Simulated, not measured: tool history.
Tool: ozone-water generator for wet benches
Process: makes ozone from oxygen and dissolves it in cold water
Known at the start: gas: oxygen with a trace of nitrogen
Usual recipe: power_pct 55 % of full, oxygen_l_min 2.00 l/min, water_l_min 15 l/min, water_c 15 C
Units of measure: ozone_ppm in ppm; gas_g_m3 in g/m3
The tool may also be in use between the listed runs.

run,hour,power_pct,oxygen_l_min,water_l_min,water_c,ozone_ppm,gas_g_m3
1,0.0,55,2.00,15,15,9.3,173.1
2,89.4,55,2.00,15,15,9.3,172.1
3,199.4,55,2.00,15,15,9.1,171.6
# hour 245.9: contactor cleaned
4,318.8,55,2.16,15,15,9.8,165.3
5,424.1,55,2.00,15,15,9.5,170.4
6,529.5,55,2.00,15,17,9.4,171.9
7,611.1,55,2.00,15,17,9.4,170.0
8,703.8,55,2.00,15,17,9.3,170.1
9,777.7,55,2.00,15,11,10.0,171.7
10,914.1,55,2.00,15,11,9.6,168.4
11,1042.7,55,2.00,15,9,9.9,169.4
12,1127.5,55,2.00,15,16,9.1,167.8
13,1238.5,55,2.00,15,7,10.0,167.2
14,1326.1,55,2.00,15,15,9.5,169.2
15,1397.7,55,2.00,15,15,9.2,170.0
16,1467.8,55,2.00,15,15,9.4,169.0
17,1606.8,55,2.00,14,15,9.8,168.1
18,1674.7,55,1.81,11,15,11.9,172.8
19,1752.0,41,2.00,15,12,7.9,140.5
20,1811.8,41,2.00,15,12,7.8,142.4
21,1889.0,80,2.88,12,12,16.4,183.8
22,2028.1,76,2.88,15,10,13.3,178.2
23,2097.7,63,3.11,11,8,16.3,154.3
24,2223.7,71,1.55,11,17,12.6,207.3
25,2315.8,71,1.55,11,17,12.5,208.7
26,2416.9,92,3.16,15,11,14.7,190.9
27,2515.1,88,1.28,15,9,10.0,249.2
# hour 2567.2: water thermometer calibrated
28,2592.9,52,2.00,20,15,6.6,159.6
29,2686.6,48,2.00,12,11,10.7,152.8
30,2756.7,48,2.00,12,11,10.5,150.9
31,2833.9,95,1.83,13,11,14.0,230.8
32,2921.7,63,2.00,15,15,9.6,177.1
33,3016.3,77,2.09,15,15,10.8,194.9

Some steps in ozone_ppm between neighbouring runs. How much of each would the tool show without its hidden state too (settings, what came in, random variation), and how much is left for the hidden state, with any gauge scatter that isn't in both results?
Hidden state present: yield of the discharge, % of new electrodes'; contactor's efficiency, % of a clean one's; true water temperature over the reading, C; drift of the gauge itself on ozone_ppm, %; drift of the gauge itself on gas_g_m3, %.
Run 20 -> 21: power_pct 41 -> 80, oxygen_l_min 2.00 -> 2.88, water_l_min 15 -> 12. ozone_ppm +8.6 ppm: hidden state -1.5, all else +10.1.
Run 26 -> 27: power_pct 92 -> 88, oxygen_l_min 3.16 -> 1.28, water_c 11 -> 9. ozone_ppm -4.7 ppm: hidden state +0.9, all else -5.6.
Run 30 -> 31: power_pct 48 -> 95, oxygen_l_min 2.00 -> 1.83, water_l_min 12 -> 13. ozone_ppm +3.5 ppm: hidden state -1.2, all else +4.7.
Run 31 -> 32: power_pct 95 -> 63, oxygen_l_min 1.83 -> 2.00, water_l_min 13 -> 15, water_c 11 -> 15. ozone_ppm -4.4 ppm: hidden state +1.0, all else -5.4.
